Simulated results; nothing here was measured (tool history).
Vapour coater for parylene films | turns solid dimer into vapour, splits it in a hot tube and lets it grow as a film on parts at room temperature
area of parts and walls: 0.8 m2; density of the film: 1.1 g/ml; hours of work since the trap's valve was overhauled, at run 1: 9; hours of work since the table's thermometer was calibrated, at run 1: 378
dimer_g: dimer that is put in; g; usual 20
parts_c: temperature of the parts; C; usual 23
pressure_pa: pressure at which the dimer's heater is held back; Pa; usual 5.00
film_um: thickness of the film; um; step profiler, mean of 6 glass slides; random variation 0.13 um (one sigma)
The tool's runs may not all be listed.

run,day,dimer_g,parts_c,pressure_pa,hours of work since the trap's valve was overhauled,hours of work since the table's thermometer was calibrated,film_um
1,0.000,20,23,5.00,9,378,15.89
2,2.175,20,23,5.00,48,418,16.00
3,3.750,14,23,5.00,77,446,11.02
4,5.783,20,18,5.00,113,483,18.00
5,7.429,20,18,5.00,143,512,17.71
6,8.875,20,23,5.00,169,538,15.37
7,10.688,20,23,8.25,202,571,13.95
8,11.908,20,23,8.25,224,593,13.75
9,13.858,20,23,8.25,259,628,13.81
10,14.962,20,23,5.00,279,648,15.16
11,16.992,20,23,5.00,316,685,14.81
12,19.142,20,23,5.00,354,724,14.85
13,20.221,20,23,5.00,374,743,14.78
14,21.271,20,25,5.00,393,762,13.84
15,22.983,20,23,8.23,424,793,13.33
16,23.896,20,23,2.33,440,809,16.66
17,26.012,20,23,2.33,478,847,16.53
18,27.188,20,23,2.33,499,869,16.39
# day 28.412: trap's valve overhauled
19,29.446,20,23,2.33,19,906,18.30
20,30.912,20,23,3.15,45,933,17.30
21,32.038,36,23,9.23,65,953,25.24
22,34.008,36,23,9.23,101,989,25.17
23,35.233,29,20,2.42,123,1011,27.62
24,36.850,31,34,10.15,152,1040,15.53
25,38.117,20,23,2.92,175,1063,17.16
26,39.421,20,23,2.87,199,1086,16.87
27,41.033,14,20,2.06,228,1115,13.70
28,43.121,14,20,2.06,265,1153,13.39
29,45.046,32,21,5.00,300,1188,25.22
30,46.583,12,33,8.68,328,1215,6.19
31,48.454,30,23,7.37,361,1249,20.39
32,50.442,30,23,4.28,397,1285,22.54
33,51.875,30,23,4.28,423,1311,22.60
34,52.812,9,16,6.14,440,1328,7.52
35,54.817,13,17,7.90,476,1364,10.14
36,56.721,13,17,7.90,511,1398,10.03
# day 57.338: trap's valve overhauled
37,58.817,10,28,9.85,27,1433,6.15
38,60.708,10,28,9.85,61,1467,6.05
39,61.892,9,28,9.85,82,1488,5.49

Forecast each of these 4 alternatives for the next run:
A,63.208,20,32,4.21,106,1512,?
B,63.208,20,16,2.60,106,1512,?
C,63.208,9,28,2.41,106,1512,?
D,63.208,9,29,9.85,106,1512,?

run,film_um
A,12.70
B,21.26
C,7.10
D,5.30
Without the tool's hidden state the same runs would have given:
run,film_um
A,12.87
B,21.55
C,7.20
D,5.37

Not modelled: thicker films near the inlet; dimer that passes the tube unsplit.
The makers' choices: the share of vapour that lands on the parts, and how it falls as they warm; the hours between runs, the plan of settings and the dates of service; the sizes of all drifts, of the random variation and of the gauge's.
